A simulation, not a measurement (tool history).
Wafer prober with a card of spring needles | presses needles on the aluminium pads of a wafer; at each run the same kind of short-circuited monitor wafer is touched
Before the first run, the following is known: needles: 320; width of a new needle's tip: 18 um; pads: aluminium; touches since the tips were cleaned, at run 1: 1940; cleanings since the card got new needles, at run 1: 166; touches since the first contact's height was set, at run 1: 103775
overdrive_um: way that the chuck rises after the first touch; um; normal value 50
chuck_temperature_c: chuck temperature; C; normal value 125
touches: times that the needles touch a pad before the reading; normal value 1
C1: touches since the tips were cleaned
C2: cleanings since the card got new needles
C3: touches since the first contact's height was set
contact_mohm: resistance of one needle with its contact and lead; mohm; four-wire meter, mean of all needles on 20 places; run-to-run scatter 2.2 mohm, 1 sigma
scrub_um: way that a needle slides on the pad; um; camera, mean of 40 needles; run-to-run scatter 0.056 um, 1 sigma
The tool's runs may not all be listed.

run 1 hour=0.0 | overdrive_um=50 chuck_temperature_c=125 touches=1 | C1=1940 C2=166 C3=103775 | contact_mohm=365 scrub_um=12.44
-- hour=5.7 tips cleaned on abrasive film
-- hour=15.2 tips cleaned on abrasive film
-- hour=24.8 tips cleaned on abrasive film
-- hour=34.3 tips cleaned on abrasive film
-- hour=43.8 tips cleaned on abrasive film
-- hour=45.9 height of the first contact set anew
run 2 hour=47.0 | overdrive_um=50 chuck_temperature_c=125 touches=1 | C1=1700 C2=171 C3=605 | contact_mohm=341 scrub_um=12.80
-- hour=52.7 tips cleaned on abrasive film
-- hour=62.2 tips cleaned on abrasive film
-- hour=71.7 tips cleaned on abrasive film
-- hour=81.2 tips cleaned on abrasive film
-- hour=88.9 tips cleaned on abrasive film
run 3 hour=91.8 | overdrive_um=50 chuck_temperature_c=125 touches=1 | C1=1713 C2=176 C3=26410 | contact_mohm=334 scrub_um=12.73
-- hour=97.6 tips cleaned on abrasive film
-- hour=107.1 tips cleaned on abrasive film
-- hour=116.2 tips cleaned on abrasive film
run 4 hour=116.2 | overdrive_um=50 chuck_temperature_c=125 touches=1 | C1=0 C2=179 C3=40417 | contact_mohm=256 scrub_um=12.75
-- hour=123.8 tips cleaned on abrasive film
-- hour=133.3 tips cleaned on abrasive film
-- hour=142.8 tips cleaned on abrasive film
-- hour=151.1 tips cleaned on abrasive film
run 5 hour=151.1 | overdrive_um=50 chuck_temperature_c=28 touches=1 | C1=0 C2=183 C3=60494 | contact_mohm=244 scrub_um=12.67
-- hour=160.6 tips cleaned on abrasive film
-- hour=170.1 tips cleaned on abrasive film
-- hour=179.6 tips cleaned on abrasive film
-- hour=189.1 tips cleaned on abrasive film
run 6 hour=193.0 | overdrive_um=50 chuck_temperature_c=99 touches=1 | C1=2295 C2=187 C3=84688 | contact_mohm=377 scrub_um=12.56
-- hour=196.9 tips cleaned on abrasive film
-- hour=206.4 tips cleaned on abrasive film
-- hour=215.9 tips cleaned on abrasive film
-- hour=225.4 tips cleaned on abrasive film
run 7 hour=230.1 | overdrive_um=50 chuck_temperature_c=125 touches=2 | C1=2731 C2=191 C3=106033 | contact_mohm=336 scrub_um=12.42
-- hour=234.0 tips cleaned on abrasive film
-- hour=243.5 tips cleaned on abrasive film
-- hour=253.0 tips cleaned on abrasive film
-- hour=260.6 tips cleaned on abrasive film
-- hour=270.1 tips cleaned on abrasive film
-- hour=272.3 height of the first contact set anew
-- hour=278.6 tips cleaned on abrasive film
run 8 hour=278.6 | overdrive_um=50 chuck_temperature_c=125 touches=2 | C1=0 C2=197 C3=3635 | contact_mohm=255 scrub_um=12.95
-- hour=286.2 tips cleaned on abrasive film
-- hour=295.7 tips cleaned on abrasive film
-- hour=303.4 tips cleaned on abrasive film
-- hour=312.9 tips cleaned on abrasive film
-- hour=322.4 tips cleaned on abrasive film
run 9 hour=325.2 | overdrive_um=65 chuck_temperature_c=125 touches=2 | C1=1633 C2=202 C3=30454 | contact_mohm=284 scrub_um=16.53
-- hour=330.9 tips cleaned on abrasive film
-- hour=340.4 tips cleaned on abrasive film
-- hour=349.9 tips cleaned on abrasive film
-- hour=359.4 tips cleaned on abrasive film
run 10 hour=360.8 | overdrive_um=33 chuck_temperature_c=45 touches=2 | C1=791 C2=206 C3=50956 | contact_mohm=353 scrub_um=8.23
-- hour=368.4 tips cleaned on abrasive film
-- hour=377.9 tips cleaned on abrasive film
-- hour=387.4 tips cleaned on abrasive film
-- hour=396.9 tips cleaned on abrasive film
-- hour=406.4 tips cleaned on abrasive film
run 11 hour=407.2 | overdrive_um=33 chuck_temperature_c=45 touches=2 | C1=422 C2=211 C3=77658 | contact_mohm=310 scrub_um=8.22

Some steps in contact_mohm between neighbouring runs. How much of each would the tool show without its hidden state too (settings, what came in, random variation), and how much is left for the hidden state, with any gauge scatter that isn't in both results?
Hidden conditions of the tool in this case: debris on the tips, nm; way that the needles fall short of the set height, um; tips' diameter, um; drift of the gauge itself on contact_mohm, %; drift of the gauge itself on scrub_um, %.
Run 5 -> 6: chuck_temperature_c 28 -> 99, tips cleaned on abrasive film, tips cleaned on abrasive film, tips cleaned on abrasive film, tips cleaned on abrasive film. contact_mohm +133 mohm: hidden state +117, all else +16.
